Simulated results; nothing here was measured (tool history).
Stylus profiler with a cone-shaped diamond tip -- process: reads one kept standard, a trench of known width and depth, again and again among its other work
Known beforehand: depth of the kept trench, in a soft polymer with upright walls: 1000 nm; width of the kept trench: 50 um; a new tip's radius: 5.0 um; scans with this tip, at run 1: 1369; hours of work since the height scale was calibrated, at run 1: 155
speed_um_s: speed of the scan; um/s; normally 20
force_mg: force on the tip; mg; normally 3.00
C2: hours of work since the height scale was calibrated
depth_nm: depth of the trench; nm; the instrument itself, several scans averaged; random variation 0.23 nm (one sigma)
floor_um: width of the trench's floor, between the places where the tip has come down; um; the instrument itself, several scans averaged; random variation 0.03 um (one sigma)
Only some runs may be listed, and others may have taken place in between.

Run 1, day 0.000: usual settings; scans with this tip 1369; C2 155. Result: depth_nm 1014.26 nm, floor_um 43.88 um.
Run 2, day 3.596: usual settings; scans with this tip 1693; C2 192. Result: depth_nm 1014.75 nm, floor_um 43.92 um.
Run 3, day 5.254: usual settings but force_mg 1.44 mg; scans with this tip 1843; C2 209. Result: depth_nm 1008.71 nm, floor_um 43.80 um.
Run 4, day 8.400: usual settings but force_mg 1.44 mg; scans with this tip 2126; C2 241. Result: depth_nm 1008.75 nm, floor_um 43.94 um.
Run 5, day 11.450: usual settings but force_mg 1.44 mg; scans with this tip 2401; C2 272. Result: depth_nm 1008.86 nm, floor_um 43.87 um.
Run 6, day 13.175: usual settings but force_mg 1.44 mg; scans with this tip 2556; C2 289. Result: depth_nm 1008.56 nm, floor_um 43.87 um.
Run 7, day 15.821: usual settings but force_mg 1.44 mg; scans with this tip 2794; C2 316. Result: depth_nm 1008.95 nm, floor_um 43.84 um.

What will run 8 give?
Run 8, day 19.125: usual settings but speed_um_s 11 um/s, force_mg 1.64 mg; scans with this tip 3092; C2 350. Result: depth_nm ?, floor_um ?.

{"run 8": {"depth_nm": 1009.57, "floor_um": 43.96}}
Take away the tool's hidden state, keep the run-to-run variation as it was, and the same run would have given depth_nm 1009.56 nm, floor_um 43.97 um.

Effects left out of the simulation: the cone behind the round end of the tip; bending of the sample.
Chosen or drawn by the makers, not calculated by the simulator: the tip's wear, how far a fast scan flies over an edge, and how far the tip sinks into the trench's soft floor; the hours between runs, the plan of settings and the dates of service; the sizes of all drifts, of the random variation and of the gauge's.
